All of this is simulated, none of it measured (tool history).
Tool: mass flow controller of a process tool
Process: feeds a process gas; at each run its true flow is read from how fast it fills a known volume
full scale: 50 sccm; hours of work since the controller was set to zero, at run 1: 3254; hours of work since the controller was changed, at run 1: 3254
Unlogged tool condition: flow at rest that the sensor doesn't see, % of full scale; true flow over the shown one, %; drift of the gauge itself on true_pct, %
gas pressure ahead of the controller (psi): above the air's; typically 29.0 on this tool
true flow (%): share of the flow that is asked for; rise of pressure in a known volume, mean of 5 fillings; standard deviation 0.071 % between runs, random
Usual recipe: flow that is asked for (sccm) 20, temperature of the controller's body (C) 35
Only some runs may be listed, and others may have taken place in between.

run	day	flow that is asked for (sccm)	gas pressure ahead of the controller (psi)	temperature of the controller's body (C)	hours of work since the controller was set to zero	hours of work since the controller was changed	true flow (%)
1	0.000	20	29.0	35	3254	3254	99.87
2	11.850	6	29.0	35	3342	3342	99.55
3	20.854	20	23.9	35	3409	3409	100.03
4	29.621	20	23.9	38	3474	3474	100.41
5	38.083	20	23.9	38	3537	3537	100.30
6	45.096	20	23.9	38	3589	3589	100.41
7	55.621	20	23.9	38	3667	3667	100.45
8	60.862	30	23.9	38	3706	3706	100.86
9	72.117	30	23.9	38	3789	3789	100.99
10	84.150	30	23.9	38	3878	3878	101.17
11	95.738	30	27.4	38	3964	3964	101.27
12	106.825	30	27.4	38	4046	4046	101.34
13	116.925	30	27.4	38	4121	4121	101.43
14	125.629	30	27.4	38	4186	4186	101.41
15	137.825	30	27.4	38	4276	4276	101.69
16	145.233	30	27.4	25	4331	4331	100.98
17	154.729	20	29.0	28	4402	4402	100.85
18	162.033	20	29.0	28	4456	4456	101.05
19	168.754	20	29.0	28	4506	4506	101.04
20	174.983	20	29.0	28	4552	4552	101.08
21	182.488	20	29.0	28	4607	4607	101.23
# day 188.546: gauge calibrated
22	192.250	20	29.0	35	4680	4680	99.80
23	199.133	20	29.0	35	4731	4731	99.98
24	211.208	20	29.0	35	4820	4820	100.12
25	222.692	14	29.0	26	4905	4905	99.63
26	234.079	30	38.3	39	4990	4990	100.92
27	243.325	20	35.2	35	5058	5058	100.50
28	250.754	7	29.0	20	5113	5113	99.33
29	260.746	5	29.0	29	5187	5187	99.88
30	270.567	5	29.0	29	5260	5260	99.96
31	281.196	12	34.7	21	5339	5339	99.74
32	292.354	12	34.7	24	5422	5422	100.01
# day 293.158: controller's zero set anew
33	299.612	25	32.2	25	48	5475	100.42
34	307.492	25	32.2	25	106	5534	100.64
35	315.921	25	32.2	25	169	5596	100.59
36	324.546	34	29.0	30	233	5660	101.34
37	335.829	20	37.9	33	316	5744	101.32
38	340.975	20	37.9	33	354	5782	101.28
39	349.500	20	37.9	33	418	5845	101.45
40	355.283	20	37.9	33	461	5888	101.58
41	365.379	27	26.4	22	535	5963	100.85
42	370.833	15	26.4	22	576	6003	100.56
43	381.971	32	26.4	33	658	6086	101.85
44	389.508	47	26.4	30	714	6142	102.20
45	400.042	47	26.4	30	792	6220	102.21
46	405.229	20	29.0	35	831	6258	101.86
# day 409.721: gauge calibrated
47	416.817	6	26.8	34	917	6344	99.37
48	422.146	30	29.0	39	956	6384	100.50

What differs in the tool's unlogged condition from the final listed run ahead of each entry between runs to the first listed run following it?
Between runs 21 and 22: gauge calibrated (day 188.546)
  drift of the gauge itself on true_pct, %: 1.76 -> 0.04
  what was measured, less what the result would be without the hidden state, true flow (%): +1.77 -> +0.04
Between runs 32 and 33: controller's zero set anew (day 293.158)
  flow at rest that the sensor doesn't see, % of full scale: 0.003 -> 0; drift of the gauge itself on true_pct, %: 1 -> 1.07
  what was measured, less what the result would be without the hidden state, true flow (%): +1.00 -> +1.06
Between runs 46 and 47: gauge calibrated (day 409.721)
  drift of the gauge itself on true_pct, %: 2.09 -> 0.07
  what was measured, less what the result would be without the hidden state, true flow (%): +2.09 -> +0.07

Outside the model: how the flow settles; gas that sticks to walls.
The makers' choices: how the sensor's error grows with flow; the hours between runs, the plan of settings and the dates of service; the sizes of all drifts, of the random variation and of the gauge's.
